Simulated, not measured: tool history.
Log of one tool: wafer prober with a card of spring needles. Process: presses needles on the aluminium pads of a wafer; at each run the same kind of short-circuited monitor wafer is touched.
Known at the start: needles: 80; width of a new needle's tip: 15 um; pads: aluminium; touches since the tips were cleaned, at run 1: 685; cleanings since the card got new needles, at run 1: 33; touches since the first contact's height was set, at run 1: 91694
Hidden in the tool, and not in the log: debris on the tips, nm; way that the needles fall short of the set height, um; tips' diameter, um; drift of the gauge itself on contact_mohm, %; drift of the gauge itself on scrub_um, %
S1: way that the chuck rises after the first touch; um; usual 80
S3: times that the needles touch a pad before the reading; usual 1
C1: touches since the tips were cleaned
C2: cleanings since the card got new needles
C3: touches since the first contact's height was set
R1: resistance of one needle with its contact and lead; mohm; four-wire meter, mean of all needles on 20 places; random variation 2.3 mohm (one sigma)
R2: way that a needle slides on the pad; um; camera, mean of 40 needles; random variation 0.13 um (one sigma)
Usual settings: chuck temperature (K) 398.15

Run 1, hour 0.0: usual settings; C1 685; C2 33; C3 91694. Result: R1 283 mohm, R2 18.74 um.
At hour 9.1: tips cleaned on abrasive film.
At hour 21.4: tips cleaned on abrasive film.
At hour 36.6: tips cleaned on abrasive film.
At hour 50.0: tips cleaned on abrasive film.
Run 2, hour 50.0: usual settings; C1 0; C2 37; C3 100922. Result: R1 263 mohm, R2 18.57 um.
At hour 64.5: tips cleaned on abrasive film.
At hour 79.8: tips cleaned on abrasive film.
Run 3, hour 84.4: usual settings; C1 852; C2 39; C3 107274. Result: R1 282 mohm, R2 18.78 um.
At hour 93.6: tips cleaned on abrasive film.
At hour 108.9: tips cleaned on abrasive film.
At hour 115.1: tips cleaned on abrasive film, once more.
At hour 130.4: tips cleaned on abrasive film.
At hour 145.5: tips cleaned on abrasive film.
Run 4, hour 148.7: usual settings; C1 600; C2 44; C3 119135. Result: R1 276 mohm, R2 18.56 um.
At hour 157.9: tips cleaned on abrasive film.
At hour 170.2: tips cleaned on abrasive film.
At hour 185.6: tips cleaned on abrasive film.
Run 5, hour 189.2: usual settings; C1 673; C2 47; C3 126607. Result: R1 277 mohm, R2 18.55 um.
At hour 198.4: tips cleaned on abrasive film.
At hour 213.8: tips cleaned on abrasive film.
Run 6, hour 221.3: usual settings; C1 1399; C2 49; C3 132541. Result: R1 305 mohm, R2 18.33 um.
At hour 227.4: tips cleaned on abrasive film.
At hour 242.8: tips cleaned on abrasive film.
At hour 258.1: tips cleaned on abrasive film.
At hour 270.9: tips cleaned on abrasive film.
Run 7, hour 270.9: usual settings; C1 0; C2 53; C3 141680. Result: R1 256 mohm, R2 18.37 um.
At hour 286.2: tips cleaned on abrasive film.
At hour 301.4: tips cleaned on abrasive film.
At hour 313.7: tips cleaned on abrasive film.
At hour 329.0: tips cleaned on abrasive film.
Run 8, hour 332.4: usual settings; C1 626; C2 57; C3 153043. Result: R1 280 mohm, R2 18.76 um.
At hour 341.6: tips cleaned on abrasive film.
At hour 357.0: tips cleaned on abrasive film.
Run 9, hour 360.1: usual settings; C1 593; C2 59; C3 158166. Result: R1 280 mohm, R2 18.52 um.
At hour 369.5: tips cleaned on abrasive film.
At hour 381.7: tips cleaned on abrasive film.
At hour 397.1: tips cleaned on abrasive film.
At hour 412.4: tips cleaned on abrasive film.
At hour 424.7: tips cleaned on abrasive film.
Run 10, hour 426.9: usual settings but S1 84 um; C1 408; C2 64; C3 170484. Result: R1 268 mohm, R2 19.15 um.
At hour 439.2: tips cleaned on abrasive film.
At hour 454.5: tips cleaned on abrasive film.
At hour 469.8: tips cleaned on abrasive film.
At hour 482.1: tips cleaned on abrasive film.
Run 11, hour 484.1: usual settings but S1 84 um, chuck temperature (K) 311.15; C1 371; C2 68; C3 181045. Result: R1 244 mohm, R2 19.11 um.
At hour 496.2: tips cleaned on abrasive film.
At hour 511.3: tips cleaned on abrasive film.
At hour 524.7: tips cleaned on abrasive film.
Run 12, hour 524.7: usual settings but S1 67 um; C1 0; C2 71; C3 188544. Result: R1 267 mohm, R2 15.03 um.
At hour 540.0: tips cleaned on abrasive film.
At hour 553.8: tips cleaned on abrasive film.
Run 13, hour 553.8: usual settings but S1 91 um; C1 0; C2 73; C3 193901. Result: R1 256 mohm, R2 20.92 um.
At hour 569.1: tips cleaned on abrasive film.
At hour 584.4: tips cleaned on abrasive film.
At hour 599.7: tips cleaned on abrasive film.
Run 14, hour 602.2: usual settings but S1 82 um, chuck temperature (K) 392.15; C1 449; C2 76; C3 202842. Result: R1 276 mohm, R2 18.64 um.
At hour 614.4: tips cleaned on abrasive film.
At hour 626.7: tips cleaned on abrasive film.
Run 15, hour 631.0: usual settings but S1 82 um, chuck temperature (K) 392.15; C1 786; C2 78; C3 208161. Result: R1 284 mohm, R2 18.44 um.
At hour 640.2: tips cleaned on abrasive film.
At hour 655.5: tips cleaned on abrasive film.
Run 16, hour 664.5: usual settings but S1 76 um, chuck temperature (K) 299.15; C1 1665; C2 80; C3 214359. Result: R1 293 mohm, R2 17.15 um.

5 ways to go on from here, each from the tool as it stands after run 16. What would each give?
At hour 670.7: tips cleaned on abrasive film.
At hour 685.7: tips cleaned on abrasive film.
At hour 701.1: tips cleaned on abrasive film.
At hour 716.3: tips cleaned on abrasive film.
Run A, hour 724.1: usual settings but S1 69 um, chuck temperature (K) 376.15; C1 1451; C2 84; C3 225364. Result: R1 ?, R2 ?.
At hour 670.7: tips cleaned on abrasive film.
At hour 685.7: tips cleaned on abrasive film.
At hour 701.1: tips cleaned on abrasive film.
At hour 716.3: tips cleaned on abrasive film.
Run B, hour 724.1: usual settings but S1 97 um, chuck temperature (K) 348.15, S3 2; C1 1451; C2 84; C3 225364. Result: R1 ?, R2 ?.
At hour 670.7: tips cleaned on abrasive film.
At hour 685.7: tips cleaned on abrasive film.
At hour 701.1: tips cleaned on abrasive film.
At hour 716.3: tips cleaned on abrasive film.
Run C, hour 724.1: usual settings but S1 76 um, chuck temperature (K) 299.15; C1 1451; C2 84; C3 225364. Result: R1 ?, R2 ?.
At hour 670.7: tips cleaned on abrasive film.
At hour 685.7: tips cleaned on abrasive film.
At hour 701.1: tips cleaned on abrasive film.
At hour 716.3: tips cleaned on abrasive film.
Run D, hour 724.1: usual settings but chuck temperature (K) 328.15, S3 3; C1 1451; C2 84; C3 225364. Result: R1 ?, R2 ?.
At hour 670.7: tips cleaned on abrasive film.
At hour 685.7: tips cleaned on abrasive film.
At hour 701.1: tips cleaned on abrasive film.
At hour 716.3: tips cleaned on abrasive film.
Run E, hour 724.1: usual settings but S1 76 um, chuck temperature (K) 337.15; C1 1451; C2 84; C3 225364. Result: R1 ?, R2 ?.

run   R1     R2
  A  326  15.27
  B  263  22.15
  C  301  16.87
  D  257  18.03
  E  306  17.09
Without the tool's hidden state the same runs would have given:
run   R1     R2
  A  250  16.46
  B  237  23.34
  C  230  18.05
  D  234  19.21
  E  239  18.28

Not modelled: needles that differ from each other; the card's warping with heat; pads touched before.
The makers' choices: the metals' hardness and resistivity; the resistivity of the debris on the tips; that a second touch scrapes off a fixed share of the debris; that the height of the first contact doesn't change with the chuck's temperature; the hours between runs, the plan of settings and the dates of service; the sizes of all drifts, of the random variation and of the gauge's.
